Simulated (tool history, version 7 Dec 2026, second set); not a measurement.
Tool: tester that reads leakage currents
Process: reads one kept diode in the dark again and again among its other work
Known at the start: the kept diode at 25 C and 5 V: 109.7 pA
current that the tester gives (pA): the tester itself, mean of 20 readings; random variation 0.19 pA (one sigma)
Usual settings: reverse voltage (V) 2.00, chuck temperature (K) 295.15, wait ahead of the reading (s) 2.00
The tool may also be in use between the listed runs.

run	hour	reverse voltage (V)	chuck temperature (K)	wait ahead of the reading (s)	current that the tester gives (pA)
1	0.0	2.00	295.15	2.00	60.82
2	104.8	2.00	295.15	0.47	62.26
3	329.1	2.00	295.15	0.47	62.78
4	425.7	2.00	295.15	0.67	61.85
5	555.7	2.00	295.15	0.67	61.85
6	709.1	2.00	295.15	0.67	61.76
7	924.8	2.00	295.15	0.67	61.60
8	1143.3	2.00	295.15	0.67	61.75
9	1327.8	2.00	295.15	2.00	60.91
10	1465.2	2.00	295.15	2.00	61.21
11	1693.9	2.00	295.15	2.87	60.87
12	1900.4	2.00	295.15	2.87	61.30
13	2008.3	2.00	295.15	2.87	60.73
14	2118.7	3.30	295.15	2.00	75.04
15	2245.6	2.26	295.15	0.93	65.08
# hour 2406.3: chuck's temperature calibrated
16	2419.6	3.26	303.15	2.27	134.44
17	2606.5	6.40	310.15	9.62	290.76
18	2742.6	2.49	295.15	7.38	66.49
19	2883.3	2.49	295.15	5.47	66.33
20	3046.4	2.49	295.15	5.47	66.76
21	3180.2	1.98	332.15	0.42	773.22
22	3274.9	1.98	332.15	0.42	773.96
23	3409.9	3.13	305.15	0.42	156.32
24	3640.2	15.35	304.15	0.81	274.51
25	3746.9	15.35	304.15	0.81	274.64

The next listed run, before its measurement:
26	3890.7	15.35	294.15	0.67	?

current that the tester gives (pA): 135.05
Without the tool's hidden state the same run would have given current that the tester gives (pA) 134.90.
